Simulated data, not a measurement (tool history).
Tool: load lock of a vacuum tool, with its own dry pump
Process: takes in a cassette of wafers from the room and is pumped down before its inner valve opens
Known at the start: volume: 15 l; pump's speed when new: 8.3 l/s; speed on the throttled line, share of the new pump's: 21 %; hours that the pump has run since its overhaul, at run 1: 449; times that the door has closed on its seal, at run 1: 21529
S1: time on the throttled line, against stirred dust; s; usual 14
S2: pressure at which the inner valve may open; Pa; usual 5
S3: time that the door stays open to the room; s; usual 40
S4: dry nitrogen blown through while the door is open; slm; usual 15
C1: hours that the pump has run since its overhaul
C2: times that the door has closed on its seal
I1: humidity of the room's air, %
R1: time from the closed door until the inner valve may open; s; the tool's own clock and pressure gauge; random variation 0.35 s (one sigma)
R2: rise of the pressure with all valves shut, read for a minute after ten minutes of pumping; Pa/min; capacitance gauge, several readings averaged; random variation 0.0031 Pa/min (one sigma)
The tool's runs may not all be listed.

run 1 hour=0 | S1=14 S2=5 S3=40 S4=15 | C1=449 C2=21529 | I1=43.9 | R1=29.6 R2=0.154
run 2 hour=174.5 | S1=14 S2=5 S3=217 S4=15 | C1=623 C2=21842 | I1=46.4 | R1=29.4 R2=0.228
run 3 hour=407.5 | S1=14 S2=5 S3=143 S4=15 | C1=856 C2=22261 | I1=42.8 | R1=29.6 R2=0.193
run 4 hour=567.3 | S1=14 S2=5 S3=40 S4=28 | C1=1016 C2=22547 | I1=47.6 | R1=29.8 R2=0.147
run 5 hour=840.9 | S1=14 S2=5 S3=40 S4=28 | C1=1290 C2=23039 | I1=43.8 | R1=29.6 R2=0.149
run 6 hour=1092.5 | S1=14 S2=8 S3=40 S4=15 | C1=1541 C2=23490 | I1=45.7 | R1=28.1 R2=0.169
run 7 hour=1363.3 | S1=10 S2=5 S3=40 S4=15 | C1=1812 C2=23977 | I1=41.9 | R1=27 R2=0.168
run 8 hour=1647.9 | S1=10 S2=5 S3=40 S4=15 | C1=2097 C2=24487 | I1=41.9 | R1=26.7 R2=0.17
run 9 hour=1888.7 | S1=16 S2=5 S3=40 S4=15 | C1=2338 C2=24920 | I1=46.8 | R1=31.5 R2=0.173
run 10 hour=2120.4 | S1=11 S2=5 S3=40 S4=15 | C1=2569 C2=25336 | I1=47.4 | R1=28.4 R2=0.181
run 11 hour=2419.3 | S1=11 S2=5 S3=40 S4=15 | C1=2868 C2=25873 | I1=46.6 | R1=27.7 R2=0.186
run 12 hour=2646.2 | S1=11 S2=5 S3=40 S4=15 | C1=3095 C2=26280 | I1=45.8 | R1=27.8 R2=0.187
run 13 hour=2893.5 | S1=11 S2=5 S3=40 S4=15 | C1=3342 C2=26724 | I1=44.2 | R1=28.5 R2=0.19
run 14 hour=3054.2 | S1=11 S2=5 S3=40 S4=22 | C1=3503 C2=27012 | I1=41.7 | R1=28.3 R2=0.18
run 15 hour=3202.7 | S1=14 S2=5 S3=40 S4=25 | C1=3652 C2=27279 | I1=45.3 | R1=31.1 R2=0.183
run 16 hour=3398.4 | S1=14 S2=5 S3=40 S4=25 | C1=3847 C2=27630 | I1=43.6 | R1=29.7 R2=0.195
run 17 hour=3519.3 | S1=14 S2=5 S3=40 S4=25 | C1=3968 C2=27847 | I1=44.3 | R1=30.1 R2=0.197
run 18 hour=3748.2 | S1=14 S2=5 S3=40 S4=25 | C1=4197 C2=28258 | I1=42.4 | R1=31.3 R2=0.196
run 19 hour=3893.4 | S1=14 S2=5 S3=40 S4=15 | C1=4342 C2=28519 | I1=46 | R1=31 R2=0.209
run 20 hour=4127.3 | S1=14 S2=7 S3=40 S4=15 | C1=4576 C2=28939 | I1=46.1 | R1=30 R2=0.201
run 21 hour=4422.5 | S1=14 S2=7 S3=40 S4=15 | C1=4871 C2=29469 | I1=45.1 | R1=29.8 R2=0.205
run 22 hour=4693.8 | S1=17 S2=7 S3=42 S4=7 | C1=5143 C2=29956 | I1=45.5 | R1=32 R2=0.231
run 23 hour=4845.6 | S1=17 S2=7 S3=42 S4=7 | C1=5295 C2=30229 | I1=44.1 | R1=32.4 R2=0.232
run 24 hour=5022.1 | S1=17 S2=7 S3=42 S4=7 | C1=5471 C2=30546 | I1=46.5 | R1=32.3 R2=0.232
run 25 hour=5197.6 | S1=13 S2=5 S3=26 S4=15 | C1=5646 C2=30861 | I1=45.3 | R1=30.9 R2=0.213
run 26 hour=5479.4 | S1=14 S2=7 S3=57 S4=12 | C1=5928 C2=31367 | I1=47.2 | R1=31.1 R2=0.247
run 27 hour=5620.6 | S1=16 S2=6 S3=57 S4=12 | C1=6070 C2=31620 | I1=44.2 | R1=32.8 R2=0.245
run 28 hour=5877.7 | S1=23 S2=6 S3=101 S4=15 | C1=6327 C2=32082 | I1=48.4 | R1=37.8 R2=0.266
run 29 hour=6009.6 | S1=23 S2=6 S3=101 S4=15 | C1=6459 C2=32319 | I1=46.6 | R1=38.1 R2=0.271
run 30 hour=6304.6 | S1=14 S2=8 S3=140 S4=15 | C1=6754 C2=32848 | I1=47.1 | R1=30.7 R2=0.293
run 31 hour=6534.7 | S1=14 S2=6 S3=40 S4=40 | C1=6984 C2=33261 | I1=44.3 | R1=31.2 R2=0.232
run 32 hour=6684 | S1=22 S2=5 S3=40 S4=15 | C1=7133 C2=33529 | I1=42.7 | R1=38.3 R2=0.244
run 33 hour=6966.1 | S1=7 S2=5 S3=40 S4=15 | C1=7415 C2=34036 | I1=45.7 | R1=26.2 R2=0.256
run 34 hour=7217.1 | S1=13 S2=5 S3=30 S4=43 | C1=7666 C2=34487 | I1=44.2 | R1=31.2 R2=0.238
run 35 hour=7454.3 | S1=11 S2=6 S3=126 S4=6 | C1=7903 C2=34912 | I1=43.3 | R1=28.9 R2=0.316
run 36 hour=7697.9 | S1=22 S2=5 S3=149 S4=6 | C1=8147 C2=35350 | I1=42.3 | R1=38.1 R2=0.33
run 37 hour=7864.8 | S1=22 S2=4 S3=149 S4=17 | C1=8314 C2=35649 | I1=45 | R1=38.9 R2=0.312

4 ways to go on from here, each from the tool as it stands after run 37. What would each give?
run A hour=8094.3 | S1=14 S2=5 S3=40 S4=11 | C1=8543 C2=36061 | I1=46.2 | R1=? R2=?
run B hour=8094.3 | S1=12 S2=10 S3=149 S4=29 | C1=8543 C2=36061 | I1=44.4 | R1=? R2=?
run C hour=8094.3 | S1=16 S2=4 S3=40 S4=36 | C1=8543 C2=36061 | I1=43.5 | R1=? R2=?
run D hour=8094.3 | S1=22 S2=8 S3=145 S4=17 | C1=8543 C2=36061 | I1=45 | R1=? R2=?

run=A R1=32.2 R2=0.282
run=B R1=28.3 R2=0.297
run=C R1=33.9 R2=0.262
run=D R1=36.6 R2=0.319
Without the tool's hidden state the same runs would have given:
run=A R1=29.2 R2=0.067
run=B R1=25.5 R2=0.078
run=C R1=30.9 R2=0.042
run=D R1=34.1 R2=0.1
